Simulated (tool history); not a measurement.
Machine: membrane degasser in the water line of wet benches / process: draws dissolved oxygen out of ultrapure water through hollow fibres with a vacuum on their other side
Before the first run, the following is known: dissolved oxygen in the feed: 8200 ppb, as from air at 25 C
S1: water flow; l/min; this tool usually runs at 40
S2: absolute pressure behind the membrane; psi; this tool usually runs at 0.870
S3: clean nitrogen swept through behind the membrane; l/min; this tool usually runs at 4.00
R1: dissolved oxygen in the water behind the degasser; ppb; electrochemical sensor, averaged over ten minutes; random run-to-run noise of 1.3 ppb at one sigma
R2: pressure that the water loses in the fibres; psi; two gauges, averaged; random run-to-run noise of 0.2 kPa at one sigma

run 1 day=0.000 | S1=40 S2=0.870 S3=4.00 | R1=152.5 R2=6.572
run 2 day=5.150 | S1=40 S2=0.870 S3=4.00 | R1=150.2 R2=6.569
run 3 day=7.354 | S1=40 S2=0.870 S3=4.00 | R1=153.8 R2=6.583
-- day=8.454 vacuum gauge calibrated
run 4 day=11.725 | S1=40 S2=0.870 S3=4.00 | R1=155.5 R2=6.562
run 5 day=16.192 | S1=40 S2=0.870 S3=4.00 | R1=157.5 R2=6.599
run 6 day=20.958 | S1=40 S2=0.870 S3=4.00 | R1=159.0 R2=6.532
-- day=21.896 vacuum gauge calibrated, once more
run 7 day=23.242 | S1=31 S2=0.870 S3=4.00 | R1=81.9 R2=5.081
run 8 day=26.892 | S1=40 S2=0.935 S3=4.00 | R1=151.4 R2=6.586
run 9 day=31.267 | S1=40 S2=0.579 S3=4.00 | R1=94.6 R2=6.615
run 10 day=35.304 | S1=40 S2=0.870 S3=4.00 | R1=141.1 R2=6.564
run 11 day=40.275 | S1=40 S2=0.870 S3=4.64 | R1=134.2 R2=6.664
run 12 day=42.971 | S1=40 S2=0.870 S3=4.64 | R1=132.6 R2=6.628
run 13 day=47.250 | S1=43 S2=0.870 S3=4.64 | R1=157.1 R2=7.172
run 14 day=50.742 | S1=63 S2=1.123 S3=1.87 | R1=574.4 R2=10.435
run 15 day=53.725 | S1=45 S2=1.046 S3=3.05 | R1=248.2 R2=7.516
run 16 day=58.433 | S1=44 S2=0.870 S3=5.15 | R1=164.3 R2=7.326
run 17 day=61.308 | S1=40 S2=1.295 S3=11.06 | R1=129.8 R2=6.631
run 18 day=65.308 | S1=38 S2=0.566 S3=4.01 | R1=83.5 R2=6.337
run 19 day=69.900 | S1=25 S2=0.851 S3=8.31 | R1=33.5 R2=4.193

5 options for the next run, each taken on its own from the tool as it stands now. Forecast them:
run A day=74.362 | S1=29 S2=0.879 S3=1.61 | R1=? R2=?
run B day=74.362 | S1=42 S2=0.870 S3=4.00 | R1=? R2=?
run C day=74.362 | S1=25 S2=0.912 S3=8.31 | R1=? R2=?
run D day=74.362 | S1=25 S2=0.621 S3=8.03 | R1=? R2=?
run E day=74.362 | S1=34 S2=0.557 S3=1.90 | R1=? R2=?

run=A R1=145.9 R2=4.875
run=B R1=166.2 R2=7.014
run=C R1=37.5 R2=4.174
run=D R1=22.9 R2=4.142
run=E R1=77.7 R2=5.665
With the hidden condition removed and each run's random variation left untouched, the same runs would have given:
run=A R1=132.3 R2=4.634
run=B R1=142.5 R2=6.664
run=C R1=32.2 R2=3.968
run=D R1=17.9 R2=3.936
run=E R1=60.4 R2=5.384

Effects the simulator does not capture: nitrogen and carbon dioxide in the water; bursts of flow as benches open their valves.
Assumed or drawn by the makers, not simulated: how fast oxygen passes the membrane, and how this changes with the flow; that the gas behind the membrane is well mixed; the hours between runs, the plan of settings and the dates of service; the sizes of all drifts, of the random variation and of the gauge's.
